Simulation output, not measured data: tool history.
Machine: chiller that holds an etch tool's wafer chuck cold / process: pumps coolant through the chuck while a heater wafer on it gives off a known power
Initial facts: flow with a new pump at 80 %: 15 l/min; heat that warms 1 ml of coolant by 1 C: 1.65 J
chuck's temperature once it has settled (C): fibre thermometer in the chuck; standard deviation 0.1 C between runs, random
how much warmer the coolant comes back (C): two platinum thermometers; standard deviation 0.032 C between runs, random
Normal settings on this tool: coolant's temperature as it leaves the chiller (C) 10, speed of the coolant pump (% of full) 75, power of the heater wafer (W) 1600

| run | hour | coolant's temperature as it leaves the chiller (C) | speed of the coolant pump (% of full) | power of the heater wafer (W) | chuck's temperature once it has settled (C) | how much warmer the coolant comes back (C) |
|---|---|---|---|---|---|---|
| 1 | 0.0 | 10 | 75 | 1600 | 24.6 | 4.18 |
| 2 | 16.0 | 10 | 75 | 1229 | 21.3 | 3.17 |
| 3 | 43.7 | 10 | 75 | 1058 | 19.5 | 2.82 |
| 4 | 71.1 | 10 | 75 | 1600 | 24.6 | 4.11 |
| 5 | 92.1 | 10 | 75 | 1600 | 24.6 | 4.13 |
| 6 | 107.7 | 10 | 75 | 1600 | 24.6 | 4.18 |
| 7 | 121.9 | 10 | 75 | 1444 | 23.1 | 3.74 |
|  | 129.7 | coolant pump overhauled |
| 8 | 140.9 | 10 | 75 | 1600 | 24.7 | 4.16 |
| 9 | 157.0 | 10 | 75 | 1600 | 24.7 | 4.17 |
| 10 | 182.7 | 10 | 75 | 1600 | 24.6 | 4.21 |
| 11 | 199.7 | 10 | 75 | 1600 | 24.8 | 4.16 |
| 12 | 227.5 | 0 | 75 | 1600 | 14.8 | 4.19 |
| 13 | 256.7 | 20 | 75 | 1626 | 35.0 | 4.27 |
| 14 | 274.6 | 18 | 98 | 1600 | 30.4 | 3.23 |
| 15 | 295.9 | 6 | 75 | 1588 | 20.7 | 4.13 |
|  | 319.7 | coolant pump overhauled, once more |
| 16 | 326.7 | 6 | 75 | 1588 | 20.4 | 4.10 |
| 17 | 355.1 | 6 | 75 | 1588 | 20.7 | 4.03 |
| 18 | 373.0 | 4 | 75 | 1763 | 20.3 | 4.55 |
| 19 | 388.0 | 4 | 75 | 1763 | 20.4 | 4.53 |
| 20 | 406.3 | 10 | 75 | 1529 | 24.0 | 3.95 |
| 21 | 435.8 | 0 | 67 | 1303 | 12.9 | 3.77 |
| 22 | 455.0 | 0 | 67 | 1303 | 12.9 | 3.80 |
| 23 | 479.3 | 8 | 85 | 861 | 15.4 | 2.01 |
| 24 | 504.2 | 8 | 85 | 2046 | 25.5 | 4.66 |

What if the next run were any one of these 4? Each begins from the tool's condition after run 24:
| A | 523.1 | 16 | 76 | 1386 | ? | ? |
| B | 523.1 | 10 | 62 | 1600 | ? | ? |
| C | 523.1 | 11 | 73 | 2065 | ? | ? |
| D | 523.1 | 11 | 99 | 1970 | ? | ? |

| run | chuck's temperature once it has settled (C) | how much warmer the coolant comes back (C) |
|---|---|---|
| A | 28.7 | 3.56 |
| B | 26.9 | 4.96 |
| C | 30.5 | 5.47 |
| D | 26.2 | 3.93 |
With the hidden condition removed and each run's random variation left untouched, the same runs would have given:
| run | chuck's temperature once it has settled (C) | how much warmer the coolant comes back (C) |
|---|---|---|
| A | 26.9 | 3.56 |
| B | 24.5 | 4.95 |
| C | 27.6 | 5.47 |
| D | 23.9 | 3.92 |
